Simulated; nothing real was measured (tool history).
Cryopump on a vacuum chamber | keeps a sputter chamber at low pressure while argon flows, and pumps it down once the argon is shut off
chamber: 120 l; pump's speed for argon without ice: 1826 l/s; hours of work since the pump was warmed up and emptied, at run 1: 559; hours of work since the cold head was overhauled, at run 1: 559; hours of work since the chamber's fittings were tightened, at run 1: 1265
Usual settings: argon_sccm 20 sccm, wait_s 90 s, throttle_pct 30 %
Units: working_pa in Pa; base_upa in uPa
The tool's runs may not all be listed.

run   hour  argon_sccm  wait_s  throttle_pct  hours of work since the pump was warmed up and emptied  hours of work since the cold head was overhauled  hours of work since the chamber's fittings were tightened  working_pa  base_upa
  1      0          20      90            30                                                     559                                               559                                                       1265      0.0638      1.21
  2   20.1          20      90            30                                                     574                                               574                                                       1281      0.0638       1.2
  3   35.2          20      90            30                                                     586                                               586                                                       1292      0.0638      1.21
  4   49.5          20      90            30                                                     597                                               597                                                       1303      0.0642      1.24
  5     69          20      90            23                                                     611                                               611                                                       1318      0.0832      1.21
  6     82          20      90            23                                                     621                                               621                                                       1328      0.0841       1.2
  7  105.4          20      90            23                                                     639                                               639                                                       1345      0.0834      1.22
  8  126.3          20      90            23                                                     655                                               655                                                       1361       0.084      1.21
  9  139.1          20      90            23                                                     665                                               665                                                       1371      0.0828      1.27
 10  152.7          20      90            23                                                     675                                               675                                                       1381      0.0839      1.21
 11  171.7          20      90            23                                                     689                                               689                                                       1396      0.0834      1.24
 12  186.1          20      90            23                                                     700                                               700                                                       1407      0.0832      1.28
 13  206.4          20      90            30                                                     716                                               716                                                       1422      0.0653      1.27
 14  228.2          20      90            57                                                     732                                               732                                                       1439      0.0367       1.3

Forecast run 15:
 15  250.3          20      45            20                                                     749                                               749                                                       1455           ?         ?

{"run 15": {"working_pa": 0.0963, "base_upa": 1.99}}
Without the tool's hidden state the same run would have given working_pa 0.0928 Pa, base_upa 1.68 uPa.

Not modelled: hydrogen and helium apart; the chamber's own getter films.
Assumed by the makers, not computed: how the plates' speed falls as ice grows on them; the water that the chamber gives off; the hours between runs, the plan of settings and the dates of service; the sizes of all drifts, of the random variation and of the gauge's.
